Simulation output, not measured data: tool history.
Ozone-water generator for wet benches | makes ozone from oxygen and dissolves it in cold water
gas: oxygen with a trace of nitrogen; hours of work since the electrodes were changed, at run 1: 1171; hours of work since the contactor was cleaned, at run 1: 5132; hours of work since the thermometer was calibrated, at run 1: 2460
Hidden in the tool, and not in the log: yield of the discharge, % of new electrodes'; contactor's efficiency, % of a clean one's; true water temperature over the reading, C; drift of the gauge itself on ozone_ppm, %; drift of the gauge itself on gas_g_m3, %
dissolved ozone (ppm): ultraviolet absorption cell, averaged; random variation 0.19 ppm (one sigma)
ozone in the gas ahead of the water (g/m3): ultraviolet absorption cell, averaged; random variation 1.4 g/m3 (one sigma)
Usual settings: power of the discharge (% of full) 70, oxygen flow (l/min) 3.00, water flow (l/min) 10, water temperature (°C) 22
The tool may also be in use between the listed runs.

run	hour	power of the discharge (% of full)	oxygen flow (l/min)	water flow (l/min)	water temperature (°C)	hours of work since the electrodes were changed	hours of work since the contactor was cleaned	hours of work since the thermometer was calibrated	dissolved ozone (ppm)	ozone in the gas ahead of the water (g/m3)
1	0.0	70	3.00	10	22	1171	5132	2460	24.6	258.0
2	54.7	70	3.00	7	22	1221	5183	2511	32.6	257.9
# hour 99.9: water thermometer calibrated
3	105.2	70	3.00	10	22	1268	5229	5	24.3	258.1
4	171.4	70	3.00	12	22	1329	5290	66	20.7	259.5
5	214.9	70	3.97	10	22	1369	5330	106	23.9	224.2
6	248.3	70	3.00	10	17	1400	5361	137	26.3	256.8
7	318.3	70	3.00	10	22	1465	5426	202	24.4	256.6
8	385.8	70	3.00	10	22	1527	5488	264	24.2	259.1
9	419.9	70	3.00	10	22	1558	5520	296	24.2	257.0
10	484.7	70	3.00	10	22	1618	5580	356	24.3	257.3
11	539.7	70	3.00	10	22	1669	5631	407	24.1	258.7
12	572.0	70	3.00	10	22	1699	5660	436	24.4	257.5
13	623.6	87	3.00	10	22	1747	5708	484	28.8	308.1
14	673.7	87	3.00	8	22	1793	5754	530	34.7	307.4
15	740.6	49	3.00	10	22	1855	5816	592	18.0	190.1
16	808.7	49	3.00	10	22	1918	5879	655	18.2	192.5
17	846.4	49	2.77	10	24	1953	5914	690	17.3	199.2
18	886.9	44	4.04	6	14	1990	5952	728	27.0	149.0
19	958.3	46	1.89	7	25	2056	6018	794	22.4	231.4
20	995.2	46	1.89	7	25	2090	6052	828	22.2	230.1
21	1029.0	92	1.57	7	15	2121	6083	859	45.1	444.8
22	1095.8	92	1.57	7	15	2183	6145	921	45.1	446.1
23	1142.0	82	4.67	11	19	2226	6187	963	25.3	228.4
24	1195.0	82	4.67	11	19	2275	6236	1012	25.2	227.3
25	1253.9	70	3.50	10	22	2329	6291	1067	23.7	233.5
26	1316.3	91	4.11	13	24	2387	6349	1124	22.1	264.9
27	1374.0	91	4.11	13	24	2440	6402	1178	22.0	266.3
28	1435.2	51	4.11	11	21	2497	6459	1234	16.7	164.0
29	1485.5	70	3.00	13	22	2544	6505	1281	18.5	253.8
30	1548.2	85	1.81	10	23	2602	6563	1339	26.9	382.5
31	1612.2	85	1.81	13	23	2661	6622	1398	20.6	383.1
32	1679.3	90	3.00	8	22	2723	6684	1460	34.2	304.8

4 ways to go on from here, each from the tool as it stands after run 32. What would each give?
A	1744.5	70	3.30	9	18	2783	6744	1520	?	?
B	1744.5	43	3.00	8	26	2783	6744	1520	?	?
C	1744.5	40	3.00	10	17	2783	6744	1520	?	?
D	1744.5	90	2.87	8	14	2783	6744	1520	?	?

run	dissolved ozone (ppm)	ozone in the gas ahead of the water (g/m3)
A	27.7	240.2
B	17.7	170.1
C	16.2	161.8
D	39.6	314.3
Without the tool's hidden state the same runs would have given:
run	dissolved ozone (ppm)	ozone in the gas ahead of the water (g/m3)
A	30.7	253.5
B	19.2	175.7
C	17.6	166.6
D	44.3	335.5

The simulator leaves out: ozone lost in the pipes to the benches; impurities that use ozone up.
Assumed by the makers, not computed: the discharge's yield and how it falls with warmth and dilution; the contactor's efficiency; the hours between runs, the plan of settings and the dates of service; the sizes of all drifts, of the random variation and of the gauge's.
